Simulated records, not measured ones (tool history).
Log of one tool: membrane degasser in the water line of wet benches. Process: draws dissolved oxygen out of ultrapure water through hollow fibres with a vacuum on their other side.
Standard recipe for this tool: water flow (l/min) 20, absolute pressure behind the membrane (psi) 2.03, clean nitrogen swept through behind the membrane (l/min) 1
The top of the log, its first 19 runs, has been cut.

| run | hour | water flow (l/min) | absolute pressure behind the membrane (psi) | clean nitrogen swept through behind the membrane (l/min) | dissolved oxygen in the water behind the degasser (ppb) | pressure that the water loses in the fibres (psi) |
|---|---|---|---|---|---|---|
| 20 | 830.9 | 17 | 1.23 | 1.02 | 201.6 | 6.189 |
| 21 | 889.8 | 21 | 1.49 | 1.02 | 325.9 | 7.693 |
| 22 | 935.4 | 21 | 1.44 | 0.52 | 526.1 | 7.688 |
| 23 | 986.3 | 18 | 2.34 | 1 | 504.7 | 6.611 |
| 24 | 1033.4 | 14 | 2.03 | 1.13 | 305.7 | 5.115 |
| 25 | 1080.5 | 14 | 2.03 | 1.13 | 306.6 | 5.131 |
| 26 | 1130.3 | 13 | 2.03 | 1 | 319.1 | 4.77 |
| 27 | 1158.6 | 16 | 2.41 | 1 | 472 | 5.873 |
| 28 | 1201.2 | 28 | 3.13 | 0.57 | 1509.6 | 10.279 |
| 29 | 1235.5 | 28 | 3.13 | 0.57 | 1512.4 | 10.201 |
| 30 | 1268.9 | 20 | 4.05 | 1 | 994.5 | 7.359 |
| 31 | 1311.2 | 20 | 4.05 | 1 | 995.4 | 7.307 |

Forecast each of these 5 alternatives for the next run:
| A | 1366 | 12 | 2.03 | 1 | ? | ? |
| B | 1366 | 28 | 2.16 | 0.58 | ? | ? |
| C | 1366 | 20 | 1.36 | 0.6 | ? | ? |
| D | 1366 | 30 | 4.32 | 1.31 | ? | ? |
| E | 1366 | 20 | 4.12 | 1 | ? | ? |

| run | dissolved oxygen in the water behind the degasser (ppb) | pressure that the water loses in the fibres (psi) |
|---|---|---|
| A | 298.1 | 4.416 |
| B | 1016.7 | 10.286 |
| C | 422.7 | 7.306 |
| D | 1210.8 | 11.014 |
| E | 1014.2 | 7.409 |
The same runs, with their run-to-run variation unchanged, on a tool lacking any hidden condition would have given:
| run | dissolved oxygen in the water behind the degasser (ppb) | pressure that the water loses in the fibres (psi) |
|---|---|---|
| A | 293.6 | 4.371 |
| B | 1011.4 | 10.18 |
| C | 418.3 | 7.229 |
| D | 1203.4 | 10.901 |
| E | 1007 | 7.332 |
